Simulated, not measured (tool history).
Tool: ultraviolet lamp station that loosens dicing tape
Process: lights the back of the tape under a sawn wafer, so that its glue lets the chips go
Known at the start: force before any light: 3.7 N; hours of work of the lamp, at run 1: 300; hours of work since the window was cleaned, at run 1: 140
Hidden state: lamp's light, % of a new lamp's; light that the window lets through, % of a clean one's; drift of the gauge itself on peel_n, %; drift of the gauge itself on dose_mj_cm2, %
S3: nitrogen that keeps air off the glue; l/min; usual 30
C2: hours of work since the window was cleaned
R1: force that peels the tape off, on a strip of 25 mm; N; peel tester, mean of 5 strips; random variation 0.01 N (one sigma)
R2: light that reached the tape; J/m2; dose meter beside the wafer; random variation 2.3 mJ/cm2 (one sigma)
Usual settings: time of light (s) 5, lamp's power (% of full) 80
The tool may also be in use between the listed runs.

run 1 hour=0.0 | time_of_light_(s)=5 lamp's_power_(%_of_full)=80 S3=30 | hours_of_work_of_the_lamp=300 C2=140 | R1=0.604 R2=1920
run 2 hour=32.7 | time_of_light_(s)=4 lamp's_power_(%_of_full)=80 S3=30 | hours_of_work_of_the_lamp=314 C2=153 | R1=0.835 R2=1540
run 3 hour=70.2 | time_of_light_(s)=4 lamp's_power_(%_of_full)=80 S3=30 | hours_of_work_of_the_lamp=329 C2=169 | R1=0.839 R2=1530
run 4 hour=100.9 | time_of_light_(s)=5 lamp's_power_(%_of_full)=80 S3=30 | hours_of_work_of_the_lamp=342 C2=181 | R1=0.616 R2=1890
run 5 hour=126.9 | time_of_light_(s)=5 lamp's_power_(%_of_full)=64 S3=30 | hours_of_work_of_the_lamp=352 C2=192 | R1=0.867 R2=1490
run 6 hour=154.8 | time_of_light_(s)=5 lamp's_power_(%_of_full)=64 S3=30 | hours_of_work_of_the_lamp=364 C2=203 | R1=0.869 R2=1490
-- hour=177.5 window cleaned of glue's vapour
run 7 hour=180.1 | time_of_light_(s)=5 lamp's_power_(%_of_full)=64 S3=30 | hours_of_work_of_the_lamp=374 C2=1 | R1=0.922 R2=1380
run 8 hour=219.6 | time_of_light_(s)=5 lamp's_power_(%_of_full)=64 S3=30 | hours_of_work_of_the_lamp=390 C2=17 | R1=0.963 R2=1410
run 9 hour=253.8 | time_of_light_(s)=5 lamp's_power_(%_of_full)=64 S3=30 | hours_of_work_of_the_lamp=404 C2=31 | R1=0.934 R2=1420
run 10 hour=274.6 | time_of_light_(s)=9 lamp's_power_(%_of_full)=64 S3=30 | hours_of_work_of_the_lamp=413 C2=40 | R1=0.425 R2=2410
run 11 hour=308.6 | time_of_light_(s)=3 lamp's_power_(%_of_full)=64 S3=30 | hours_of_work_of_the_lamp=427 C2=54 | R1=1.605 R2=800
run 12 hour=326.1 | time_of_light_(s)=5 lamp's_power_(%_of_full)=80 S3=30 | hours_of_work_of_the_lamp=434 C2=61 | R1=0.740 R2=1690
run 13 hour=364.2 | time_of_light_(s)=5 lamp's_power_(%_of_full)=80 S3=30 | hours_of_work_of_the_lamp=450 C2=77 | R1=0.741 R2=1630
run 14 hour=384.1 | time_of_light_(s)=5 lamp's_power_(%_of_full)=80 S3=30 | hours_of_work_of_the_lamp=458 C2=85 | R1=0.743 R2=1670
run 15 hour=404.7 | time_of_light_(s)=5 lamp's_power_(%_of_full)=80 S3=30 | hours_of_work_of_the_lamp=466 C2=93 | R1=0.764 R2=1640
-- hour=410.7 window cleaned of glue's vapour, once more
run 16 hour=432.3 | time_of_light_(s)=5 lamp's_power_(%_of_full)=80 S3=30 | hours_of_work_of_the_lamp=477 C2=9 | R1=0.611 R2=1890
run 17 hour=467.3 | time_of_light_(s)=5 lamp's_power_(%_of_full)=80 S3=30 | hours_of_work_of_the_lamp=492 C2=23 | R1=0.628 R2=1850
run 18 hour=503.6 | time_of_light_(s)=5 lamp's_power_(%_of_full)=80 S3=30 | hours_of_work_of_the_lamp=507 C2=38 | R1=0.662 R2=1840
run 19 hour=544.6 | time_of_light_(s)=5 lamp's_power_(%_of_full)=80 S3=30 | hours_of_work_of_the_lamp=523 C2=55 | R1=0.642 R2=1780
run 20 hour=585.1 | time_of_light_(s)=5 lamp's_power_(%_of_full)=80 S3=30 | hours_of_work_of_the_lamp=540 C2=72 | R1=0.709 R2=1800
run 21 hour=609.7 | time_of_light_(s)=5 lamp's_power_(%_of_full)=80 S3=18 | hours_of_work_of_the_lamp=550 C2=82 | R1=0.881 R2=1750
run 22 hour=639.3 | time_of_light_(s)=2 lamp's_power_(%_of_full)=80 S3=30 | hours_of_work_of_the_lamp=562 C2=94 | R1=1.754 R2=680
run 23 hour=664.0 | time_of_light_(s)=2 lamp's_power_(%_of_full)=80 S3=30 | hours_of_work_of_the_lamp=572 C2=104 | R1=1.818 R2=680
run 24 hour=696.6 | time_of_light_(s)=2 lamp's_power_(%_of_full)=62 S3=30 | hours_of_work_of_the_lamp=586 C2=117 | R1=2.087 R2=530
run 25 hour=720.4 | time_of_light_(s)=5 lamp's_power_(%_of_full)=80 S3=39 | hours_of_work_of_the_lamp=596 C2=127 | R1=0.627 R2=1700
run 26 hour=752.8 | time_of_light_(s)=5 lamp's_power_(%_of_full)=80 S3=11 | hours_of_work_of_the_lamp=609 C2=140 | R1=1.144 R2=1660
run 27 hour=790.1 | time_of_light_(s)=2 lamp's_power_(%_of_full)=81 S3=54 | hours_of_work_of_the_lamp=624 C2=156 | R1=1.628 R2=670
run 28 hour=811.2 | time_of_light_(s)=2 lamp's_power_(%_of_full)=81 S3=54 | hours_of_work_of_the_lamp=633 C2=164 | R1=1.679 R2=680
run 29 hour=850.1 | time_of_light_(s)=3 lamp's_power_(%_of_full)=81 S3=25 | hours_of_work_of_the_lamp=649 C2=180 | R1=1.454 R2=1010
run 30 hour=876.3 | time_of_light_(s)=3 lamp's_power_(%_of_full)=80 S3=30 | hours_of_work_of_the_lamp=660 C2=191 | R1=1.356 R2=960
run 31 hour=909.4 | time_of_light_(s)=4 lamp's_power_(%_of_full)=80 S3=30 | hours_of_work_of_the_lamp=673 C2=205 | R1=1.053 R2=1240
-- hour=930.0 window cleaned of glue's vapour
run 32 hour=938.4 | time_of_light_(s)=2 lamp's_power_(%_of_full)=80 S3=10 | hours_of_work_of_the_lamp=685 C2=3 | R1=2.390 R2=700
run 33 hour=975.9 | time_of_light_(s)=2 lamp's_power_(%_of_full)=80 S3=10 | hours_of_work_of_the_lamp=700 C2=19 | R1=2.197 R2=660
run 34 hour=1005.4 | time_of_light_(s)=2 lamp's_power_(%_of_full)=80 S3=10 | hours_of_work_of_the_lamp=712 C2=31 | R1=2.349 R2=660
run 35 hour=1033.4 | time_of_light_(s)=2 lamp's_power_(%_of_full)=80 S3=10 | hours_of_work_of_the_lamp=724 C2=42 | R1=2.379 R2=680
run 36 hour=1070.5 | time_of_light_(s)=2 lamp's_power_(%_of_full)=66 S3=10 | hours_of_work_of_the_lamp=739 C2=58 | R1=2.495 R2=530
run 37 hour=1091.3 | time_of_light_(s)=2 lamp's_power_(%_of_full)=66 S3=10 | hours_of_work_of_the_lamp=748 C2=66 | R1=2.667 R2=540
run 38 hour=1121.5 | time_of_light_(s)=2 lamp's_power_(%_of_full)=82 S3=59 | hours_of_work_of_the_lamp=760 C2=79 | R1=1.659 R2=600
run 39 hour=1158.2 | time_of_light_(s)=2 lamp's_power_(%_of_full)=73 S3=17 | hours_of_work_of_the_lamp=775 C2=94 | R1=2.297 R2=570
run 40 hour=1196.3 | time_of_light_(s)=5 lamp's_power_(%_of_full)=80 S3=44 | hours_of_work_of_the_lamp=791 C2=109 | R1=0.684 R2=1580
run 41 hour=1233.5 | time_of_light_(s)=5 lamp's_power_(%_of_full)=72 S3=46 | hours_of_work_of_the_lamp=806 C2=125 | R1=0.786 R2=1370
run 42 hour=1254.0 | time_of_light_(s)=5 lamp's_power_(%_of_full)=83 S3=32 | hours_of_work_of_the_lamp=814 C2=133 | R1=0.806 R2=1570

Hidden state or all else? Some run-to-run changes of R1, split into what the settings, what came in and random variation would give without the hidden state, and what is left for the hidden state (with any gauge scatter that isn't in both results):
Run 9 -> 10: time of light (s) 5 -> 9. R1 -0.509 N: hidden state -0.172, all else -0.337.
Run 10 -> 11: time of light (s) 9 -> 3. R1 +1.180 N: hidden state +0.273, all else +0.907.
Run 24 -> 25: time of light (s) 2 -> 5, lamp's power (% of full) 62 -> 80, S3 30 -> 39. R1 -1.460 N: hidden state -0.132, all else -1.328.
Run 31 -> 32: time of light (s) 4 -> 2, S3 30 -> 10, window cleaned of glue's vapour. R1 +1.337 N: hidden state -0.038, all else +1.375.
Run 39 -> 40: time of light (s) 2 -> 5, lamp's power (% of full) 73 -> 80, S3 17 -> 44. R1 -1.613 N: hidden state -0.161, all else -1.452.
